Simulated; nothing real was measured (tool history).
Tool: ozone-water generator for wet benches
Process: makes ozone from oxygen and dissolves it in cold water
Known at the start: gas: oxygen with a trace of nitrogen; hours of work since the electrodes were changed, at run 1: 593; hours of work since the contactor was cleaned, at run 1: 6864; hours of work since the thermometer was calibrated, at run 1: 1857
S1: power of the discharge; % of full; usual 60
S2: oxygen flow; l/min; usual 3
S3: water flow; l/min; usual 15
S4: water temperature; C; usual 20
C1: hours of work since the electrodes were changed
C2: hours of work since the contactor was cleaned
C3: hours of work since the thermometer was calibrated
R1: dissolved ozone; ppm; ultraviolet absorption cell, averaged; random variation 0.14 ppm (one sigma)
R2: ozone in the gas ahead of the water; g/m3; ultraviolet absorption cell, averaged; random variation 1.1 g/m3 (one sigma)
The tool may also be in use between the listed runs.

run 1 day=0 | S1=60 S2=3 S3=15 S4=20 | C1=593 C2=6864 C3=1857 | R1=15.1 R2=205.3
run 2 day=1.358 | S1=60 S2=3 S3=15 S4=20 | C1=623 C2=6894 C3=1886 | R1=15 R2=206.8
run 3 day=2.496 | S1=63 S2=3 S3=15 S4=20 | C1=647 C2=6918 C3=1911 | R1=15.7 R2=215
run 4 day=3.842 | S1=63 S2=3 S3=15 S4=20 | C1=677 C2=6948 C3=1940 | R1=15.8 R2=213.6
run 5 day=5.067 | S1=60 S2=3 S3=15 S4=20 | C1=703 C2=6974 C3=1967 | R1=15.2 R2=206.9
run 6 day=5.879 | S1=60 S2=3 S3=15 S4=17 | C1=721 C2=6992 C3=1985 | R1=15.9 R2=209.5
run 7 day=6.817 | S1=64 S2=3 S3=15 S4=20 | C1=741 C2=7012 C3=2005 | R1=15.9 R2=216
run 8 day=7.517 | S1=64 S2=3 S3=15 S4=20 | C1=757 C2=7028 C3=2020 | R1=15.9 R2=216.9
run 9 day=8.354 | S1=64 S2=3 S3=9 S4=20 | C1=775 C2=7046 C3=2039 | R1=25 R2=217.1
run 10 day=9.833 | S1=60 S2=2.93 S3=15 S4=20 | C1=807 C2=7078 C3=2071 | R1=15.1 R2=210.2
run 11 day=10.888 | S1=49 S2=1.57 S3=16 S4=20 | C1=830 C2=7101 C3=2094 | R1=10.1 R2=229.6
run 12 day=11.567 | S1=60 S2=3 S3=11 S4=16 | C1=845 C2=7116 C3=2108 | R1=21.6 R2=208.8
run 13 day=12.971 | S1=43 S2=4.41 S3=17 S4=17 | C1=875 C2=7146 C3=2139 | R1=12.5 R2=152
run 14 day=13.821 | S1=43 S2=2.37 S3=17 S4=17 | C1=894 C2=7165 C3=2158 | R1=10.6 R2=187.5
run 15 day=15.179 | S1=43 S2=2.98 S3=17 S4=17 | C1=923 C2=7194 C3=2187 | R1=11.2 R2=173.8
run 16 day=16.562 | S1=56 S2=4.13 S3=10 S4=13 | C1=954 C2=7225 C3=2217 | R1=24.8 R2=180.8
run 17 day=17.492 | S1=56 S2=4.13 S3=10 S4=13 | C1=974 C2=7245 C3=2237 | R1=25.1 R2=182.2
run 18 day=18.188 | S1=56 S2=4.13 S3=10 S4=13 | C1=989 C2=7260 C3=2253 | R1=25 R2=179.9

The next listed run, before its measurement:
run 19 day=19.275 | S1=56 S2=4.53 S3=10 S4=24 | C1=1013 C2=7284 C3=2276 | R1=? R2=?

R1: 20.5 ppm
R2: 176.2 g/m3
Without the tool's hidden state the same run would have given R1 20.5 ppm, R2 173 g/m3.
